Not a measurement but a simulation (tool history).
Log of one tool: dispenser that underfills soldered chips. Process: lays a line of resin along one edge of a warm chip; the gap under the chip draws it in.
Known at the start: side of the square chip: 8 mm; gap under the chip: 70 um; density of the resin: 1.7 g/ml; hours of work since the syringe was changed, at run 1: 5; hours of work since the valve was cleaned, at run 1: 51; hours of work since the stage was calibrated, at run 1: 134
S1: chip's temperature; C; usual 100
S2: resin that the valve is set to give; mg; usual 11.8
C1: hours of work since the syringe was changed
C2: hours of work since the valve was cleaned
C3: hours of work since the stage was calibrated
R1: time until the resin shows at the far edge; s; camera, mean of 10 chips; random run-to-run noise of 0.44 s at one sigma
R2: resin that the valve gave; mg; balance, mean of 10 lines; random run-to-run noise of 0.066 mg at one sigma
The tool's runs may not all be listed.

| run | day | S1 | S2 | C1 | C2 | C3 | R1 | R2 |
|---|---|---|---|---|---|---|---|---|
| 1 | 0.000 | 100 | 11.8 | 5 | 51 | 134 | 37.8 | 11.29 |
| 2 | 0.212 | 100 | 11.8 | 8 | 55 | 137 | 43.7 | 11.19 |
|  | 0.358 | new syringe of resin |
| 3 | 0.458 | 100 | 14.5 | 2 | 59 | 141 | 32.8 | 13.66 |
| 4 | 0.696 | 100 | 11.0 | 6 | 62 | 145 | 39.0 | 10.45 |
|  | 1.021 | new syringe of resin |
| 5 | 1.117 | 100 | 11.0 | 2 | 69 | 152 | 34.6 | 10.24 |
|  | 1.196 | dispensing valve cleaned and set on the balance |
| 6 | 1.521 | 100 | 11.8 | 8 | 5 | 158 | 41.4 | 11.76 |
|  | 1.704 | new syringe of resin |
| 7 | 1.950 | 100 | 11.8 | 4 | 12 | 164 | 37.1 | 11.69 |
| 8 | 2.167 | 100 | 11.8 | 8 | 16 | 168 | 41.1 | 11.63 |
|  | 2.346 | new syringe of resin |
| 9 | 2.408 | 100 | 11.8 | 1 | 19 | 172 | 32.3 | 11.56 |
| 10 | 2.688 | 100 | 11.8 | 6 | 24 | 176 | 39.2 | 11.46 |
|  | 2.992 | new syringe of resin |
| 11 | 3.117 | 100 | 11.8 | 2 | 31 | 183 | 33.7 | 11.50 |
| 12 | 3.550 | 100 | 11.8 | 9 | 38 | 190 | 43.1 | 11.42 |
|  | 3.662 | new syringe of resin |
| 13 | 4.008 | 100 | 11.8 | 6 | 45 | 198 | 38.7 | 11.36 |
|  | 4.333 | new syringe of resin |
| 14 | 4.375 | 100 | 11.8 | 1 | 51 | 203 | 32.4 | 11.23 |
| 15 | 4.721 | 100 | 11.8 | 6 | 57 | 209 | 39.3 | 11.25 |
|  | 4.988 | new syringe of resin |
| 16 | 5.121 | 100 | 13.6 | 2 | 63 | 215 | 33.7 | 12.92 |
|  | 5.562 | dispensing valve cleaned and set on the balance |
| 17 | 5.562 | 100 | 14.9 | 9 | 0 | 222 | 41.8 | 14.87 |
|  | 5.671 | new syringe of resin |
| 18 | 5.783 | 87 | 14.0 | 2 | 3 | 225 | 48.9 | 13.96 |
| 19 | 5.979 | 104 | 14.6 | 5 | 7 | 229 | 33.4 | 14.44 |
|  | 6.329 | new syringe of resin |
| 20 | 6.421 | 104 | 11.5 | 1 | 14 | 236 | 30.2 | 11.38 |
| 21 | 6.850 | 90 | 12.4 | 9 | 21 | 243 | 57.7 | 12.13 |
|  | 6.996 | new syringe of resin |
| 22 | 7.333 | 90 | 12.4 | 6 | 29 | 251 | 50.6 | 12.09 |
|  | 7.662 | new syringe of resin |
| 23 | 7.796 | 91 | 13.8 | 2 | 36 | 258 | 44.8 | 13.41 |
| 24 | 8.154 | 112 | 10.6 | 8 | 42 | 264 | 31.6 | 10.23 |
|  | 8.317 | new syringe of resin |
| 25 | 8.392 | 112 | 10.6 | 1 | 45 | 267 | 24.1 | 10.22 |
| 26 | 8.708 | 112 | 10.6 | 6 | 51 | 273 | 29.0 | 10.08 |
|  | 8.967 | new syringe of resin |
| 27 | 8.979 | 86 | 12.3 | 0 | 55 | 277 | 48.3 | 11.81 |
| 28 | 9.325 | 102 | 10.0 | 6 | 61 | 283 | 38.3 | 9.51 |
|  | 9.625 | new syringe of resin |
| 29 | 9.800 | 93 | 10.3 | 3 | 68 | 290 | 45.2 | 9.64 |
|  | 9.921 | dispensing valve cleaned and set on the balance |
|  | 10.325 | new syringe of resin |
| 30 | 10.325 | 114 | 12.1 | 0 | 6 | 298 | 20.5 | 11.92 |
| 31 | 10.742 | 91 | 12.1 | 7 | 13 | 305 | 51.1 | 11.99 |
|  | 10.975 | new syringe of resin |
| 32 | 11.042 | 91 | 12.1 | 1 | 18 | 310 | 42.8 | 11.95 |
| 33 | 11.525 | 91 | 12.1 | 9 | 26 | 317 | 56.4 | 11.77 |
|  | 11.625 | new syringe of resin |
| 34 | 11.962 | 91 | 12.1 | 6 | 33 | 324 | 49.2 | 11.74 |

Some steps in R1, run to run, broken into two amounts with sign: the step expected even without the hidden condition (settings, incoming material, random variation), and the rest, left for the hidden condition together with whatever gauge scatter is not in both the measured and the hidden-condition-free result:
Unlogged tool condition in this case: resin's viscosity, % of fresh resin's; dose that the valve gives, % of what is set; true chip temperature over the reading, C; drift of the gauge itself on fill_s, %; drift of the gauge itself on given_mg, %.
Run 20 -> 21: S1 104 -> 90, S2 11.5 -> 12.4. R1 +27.5 s: hidden state +13.0, all else +14.5.
Run 29 -> 30: S1 93 -> 114, S2 10.3 -> 12.1, dispensing valve cleaned and set on the balance, new syringe of resin. R1 -24.7 s: hidden state -4.9, all else -19.8.
Run 30 -> 31: S1 114 -> 91. R1 +30.6 s: hidden state +9.8, all else +20.8.
Run 32 -> 33: nothing adjusted, nothing logged. R1 +13.6 s: hidden state +13.5, all else +0.1.
